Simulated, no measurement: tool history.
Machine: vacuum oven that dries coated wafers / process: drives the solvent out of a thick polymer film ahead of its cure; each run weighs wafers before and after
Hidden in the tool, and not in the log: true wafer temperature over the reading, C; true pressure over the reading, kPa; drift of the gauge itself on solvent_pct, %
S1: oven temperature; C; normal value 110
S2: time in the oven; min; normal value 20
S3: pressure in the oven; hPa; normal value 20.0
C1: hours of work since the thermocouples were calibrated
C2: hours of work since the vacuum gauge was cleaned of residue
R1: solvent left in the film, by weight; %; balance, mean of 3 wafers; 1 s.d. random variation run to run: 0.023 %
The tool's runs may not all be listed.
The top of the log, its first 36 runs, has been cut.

run	hour	S1	S2	S3	C1	C2	R1
37	894.0	118	20	59.8	517	1118	3.66
38	919.9	117	10	18.7	531	1132	4.07
39	937.8	107	16	11.9	541	1141	3.55
40	952.9	104	16	50.6	549	1149	6.45
41	979.9	104	16	50.6	563	1164	6.58
42	1006.0	104	16	50.6	577	1177	6.49
43	1032.9	110	28	36.2	591	1192	3.02
44	1067.5	100	33	35.5	609	1210	4.38
45	1100.1	104	17	27.3	626	1227	4.85
46	1126.2	101	17	13.0	640	1241	4.48
47	1140.9	101	17	13.0	648	1249	4.50
48	1163.6	101	17	13.0	660	1261	4.46

Forecast each of these 3 alternatives for the next run:
A	1188.8	101	17	15.9	673	1274	?
B	1188.8	101	23	13.0	673	1274	?
C	1188.8	125	21	13.0	673	1274	?

run	R1
A	4.66
B	3.41
C	0.92
Stripped of hidden state, with their random variation kept, the same runs would have yielded:
run	R1
A	4.47
B	3.22
C	0.84
